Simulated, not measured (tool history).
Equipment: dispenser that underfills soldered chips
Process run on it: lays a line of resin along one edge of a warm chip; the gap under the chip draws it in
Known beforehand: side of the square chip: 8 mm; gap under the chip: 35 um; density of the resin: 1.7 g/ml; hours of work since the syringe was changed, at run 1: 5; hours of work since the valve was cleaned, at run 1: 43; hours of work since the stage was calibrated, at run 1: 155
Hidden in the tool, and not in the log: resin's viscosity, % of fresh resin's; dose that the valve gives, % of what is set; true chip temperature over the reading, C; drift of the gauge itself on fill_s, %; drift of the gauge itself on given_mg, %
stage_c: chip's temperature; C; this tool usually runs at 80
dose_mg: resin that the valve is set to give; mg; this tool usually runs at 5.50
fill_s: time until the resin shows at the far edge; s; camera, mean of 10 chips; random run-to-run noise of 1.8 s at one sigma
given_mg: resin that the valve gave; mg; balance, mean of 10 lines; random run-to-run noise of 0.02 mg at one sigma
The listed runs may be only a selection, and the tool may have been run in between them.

run,hour,stage_c,dose_mg,hours of work since the syringe was changed,hours of work since the valve was cleaned,hours of work since the stage was calibrated,fill_s,given_mg
1,0.0,80,5.50,5,43,155,291.4,5.34
# hour 3.1: new syringe of resin
2,6.6,75,5.50,3,48,160,285.6,5.35
# hour 12.7: new syringe of resin
3,12.7,75,5.50,0,52,164,227.8,5.32
4,16.3,75,5.50,3,55,167,289.4,5.34
5,19.9,75,5.50,6,58,170,370.5,5.29
# hour 22.5: new syringe of resin
6,24.0,75,5.50,1,61,173,251.6,5.30
# hour 26.1: dispensing valve cleaned and set on the balance
7,28.5,75,4.73,4,2,176,332.9,4.73
8,32.3,75,4.73,7,5,179,422.2,4.73

What does the tool deliver on the next run?
# hour 33.3: new syringe of resin
9,38.5,75,4.73,4,9,183,?,?

fill_s: 337.4 s
given_mg: 4.70 mg
If the tool had no hidden condition, the same run with the same run-to-run variation would have returned fill_s 226.9 s, given_mg 4.72 mg.
